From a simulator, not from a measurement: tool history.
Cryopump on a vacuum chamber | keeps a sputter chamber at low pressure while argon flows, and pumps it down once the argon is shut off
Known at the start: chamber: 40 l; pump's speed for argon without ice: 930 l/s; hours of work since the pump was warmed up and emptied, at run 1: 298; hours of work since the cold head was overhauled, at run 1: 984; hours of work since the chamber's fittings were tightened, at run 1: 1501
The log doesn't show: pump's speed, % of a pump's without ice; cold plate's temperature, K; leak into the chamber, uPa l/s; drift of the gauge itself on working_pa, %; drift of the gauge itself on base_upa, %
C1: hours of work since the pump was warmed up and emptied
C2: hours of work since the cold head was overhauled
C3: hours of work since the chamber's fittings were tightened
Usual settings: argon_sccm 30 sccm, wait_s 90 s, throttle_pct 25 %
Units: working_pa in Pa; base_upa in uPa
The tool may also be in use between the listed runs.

run 1 day=0.000 | argon_sccm=30 wait_s=90 throttle_pct=25 | C1=298 C2=984 C3=1501 | working_pa=0.2296 base_upa=4.65
run 2 day=2.883 | argon_sccm=30 wait_s=90 throttle_pct=25 | C1=348 C2=1034 C3=1551 | working_pa=0.2311 base_upa=5.12
run 3 day=6.217 | argon_sccm=30 wait_s=90 throttle_pct=25 | C1=406 C2=1092 C3=1609 | working_pa=0.2342 base_upa=5.53
run 4 day=9.650 | argon_sccm=30 wait_s=90 throttle_pct=25 | C1=465 C2=1152 C3=1668 | working_pa=0.2378 base_upa=5.83
-- day=10.250 leaking fittings of the chamber tightened, without venting
run 5 day=12.625 | argon_sccm=30 wait_s=90 throttle_pct=19 | C1=515 C2=1202 C3=41 | working_pa=0.3093 base_upa=1.28
run 6 day=15.383 | argon_sccm=30 wait_s=90 throttle_pct=19 | C1=563 C2=1250 C3=89 | working_pa=0.3124 base_upa=1.42
-- day=16.971 pump warmed up, emptied and cooled again
run 7 day=18.679 | argon_sccm=27 wait_s=284 throttle_pct=22 | C1=30 C2=1303 C3=142 | working_pa=0.2249 base_upa=0.87
run 8 day=20.679 | argon_sccm=27 wait_s=284 throttle_pct=22 | C1=64 C2=1338 C3=177 | working_pa=0.2254 base_upa=0.91
run 9 day=23.083 | argon_sccm=47 wait_s=145 throttle_pct=25 | C1=106 C2=1379 C3=219 | working_pa=0.3479 base_upa=1.31
run 10 day=25.529 | argon_sccm=56 wait_s=21 throttle_pct=25 | C1=148 C2=1422 C3=261 | working_pa=0.4190 base_upa=3.74
run 11 day=27.404 | argon_sccm=24 wait_s=90 throttle_pct=18 | C1=181 C2=1454 C3=294 | working_pa=0.2500 base_upa=1.70

Forecast each of these 3 alternatives for the next run:
run A day=30.188 | argon_sccm=22 wait_s=40 throttle_pct=34 | C1=229 C2=1503 C3=342 | working_pa=? base_upa=?
run B day=30.188 | argon_sccm=17 wait_s=98 throttle_pct=19 | C1=229 C2=1503 C3=342 | working_pa=? base_upa=?
run C day=30.188 | argon_sccm=30 wait_s=90 throttle_pct=16 | C1=229 C2=1503 C3=342 | working_pa=? base_upa=?

run=A working_pa=0.1246 base_upa=2.62
run=B working_pa=0.1685 base_upa=1.82
run=C working_pa=0.3492 base_upa=1.86
Without the tool's hidden state the same runs would have given:
run=A working_pa=0.1179 base_upa=1.78
run=B working_pa=0.1634 base_upa=0.96
run=C working_pa=0.3401 base_upa=1.00
